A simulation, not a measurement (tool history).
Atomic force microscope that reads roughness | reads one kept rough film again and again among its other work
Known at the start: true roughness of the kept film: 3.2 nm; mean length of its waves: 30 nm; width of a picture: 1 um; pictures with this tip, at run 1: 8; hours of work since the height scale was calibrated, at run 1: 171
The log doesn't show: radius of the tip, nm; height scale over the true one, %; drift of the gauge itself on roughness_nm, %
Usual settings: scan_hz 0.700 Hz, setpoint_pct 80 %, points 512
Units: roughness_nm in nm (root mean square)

run     day  scan_hz  setpoint_pct  points  pictures with this tip  hours of work since the height scale was calibrated  roughness_nm
  1   0.000    0.700            80     512                       8                                                  171         2.490
  2   0.362    2.450            80     512                      19                                                  177         2.041
  3   0.592    2.450            80     512                      26                                                  181         1.987
  4   0.854    0.700            72     512                      34                                                  185         2.364
  5   1.150    0.700            72     512                      43                                                  190         2.292
  6   1.404    0.700            80     338                      50                                                  194         2.170
  7   1.600    0.700            80     274                      56                                                  198         2.151
  8   1.846    0.700            80     274                      64                                                  202         2.087
  9   2.154    0.700            80     274                      73                                                  207         2.052
 10   2.567    0.700            80     274                      85                                                  214         1.972
 11   2.950    0.700            80     274                      97                                                  220         1.935
 12   3.183    0.700            80     274                     103                                                  224         1.897
 13   3.458    0.700            80     274                     112                                                  229         1.855
 14   3.829    0.700            80     274                     123                                                  235         1.817
 15   4.254    0.700            80     274                     135                                                  242         1.757
      4.317  -- new tip fitted
 16   4.525    0.700            80     274                       6                                                  246         2.486
 17   4.850    1.247            80     274                      16                                                  251         2.300
 18   5.138    1.247            80     274                      24                                                  256         2.224
 19   5.388    1.247            80     274                      32                                                  260         2.186
 20   5.696    1.247            80     274                      41                                                  265         2.116
 21   6.104    0.700            80     343                      53                                                  272         2.159
 22   6.329    0.700            80     512                      60                                                  276         2.156
 23   6.562    0.700            80     512                      67                                                  280         2.084
 24   6.788    0.700            80     512                      73                                                  284         2.072
 25   7.000    0.700            80     512                      80                                                  287         2.030
 26   7.308    0.700            66     512                      89                                                  292         2.054
 27   7.512    0.700            87     512                      95                                                  296         1.887
 28   7.921    1.109            55     621                     107                                                  303         1.991
 29   8.221    2.755            70     286                     116                                                  307         1.681
 30   8.629    2.755            70     764                     128                                                  314         1.634
      8.908  -- new tip fitted
 31   8.979    0.763            87     340                       2                                                  320         2.453
 32   9.404    0.763            65     340                      15                                                  327         2.552
 33   9.717    1.880            80     303                      24                                                  332         2.115
 34   9.971    1.880            80     303                      32                                                  336         2.077
 35  10.275    3.618            56     359                      41                                                  341         2.251
 36  10.512    2.453            80     308                      48                                                  345         1.890
 37  10.842    1.475            76     728                      58                                                  351         2.063
 38  11.138    0.521            76     916                      67                                                  356         2.197
 39  11.321    2.705            80     512                      72                                                  359         1.737
 40  11.742    2.910            80     666                      85                                                  366         1.657
 41  12.062    2.584            59     666                      94                                                  371         1.972
 42  12.288    0.586            80     512                     101                                                  375         1.980
 43  12.650    0.538            72     512                     112                                                  381         1.964
 44  12.988    0.538            72     512                     122                                                  386         1.927
 45  13.396    0.700            81     508                     134                                                  393         1.794
     13.479  -- new tip fitted
 46  13.767    0.700            80     570                       9                                                  399         2.504
 47  13.992    0.818            69     512                      15                                                  403         2.530
 48  14.308    3.926            80     512                      25                                                  408         1.768
 49  14.642    2.377            79     888                      35                                                  414         1.971
 50  15.050    0.722            62     874                      47                                                  420         2.329
 51  15.492    1.349            67     613                      60                                                  428         2.157
 52  15.783    1.349            67     613                      69                                                  433         2.103
 53  16.204    0.669            69     613                      81                                                  440         2.117

Forecast each of these 4 alternatives for the next run:
  A  16.412    0.669            69     394                      88                                                  443             ?
  B  16.412    3.742            80     512                      88                                                  443             ?
  C  16.412    0.669            69     770                      88                                                  443             ?
  D  16.412    0.669            69     467                      88                                                  443             ?

run  roughness_nm
  A         2.079
  B         1.533
  C         2.092
  D         2.076
Without the tool's hidden state the same runs would have given:
run  roughness_nm
  A         2.689
  B         1.982
  C         2.705
  D         2.683

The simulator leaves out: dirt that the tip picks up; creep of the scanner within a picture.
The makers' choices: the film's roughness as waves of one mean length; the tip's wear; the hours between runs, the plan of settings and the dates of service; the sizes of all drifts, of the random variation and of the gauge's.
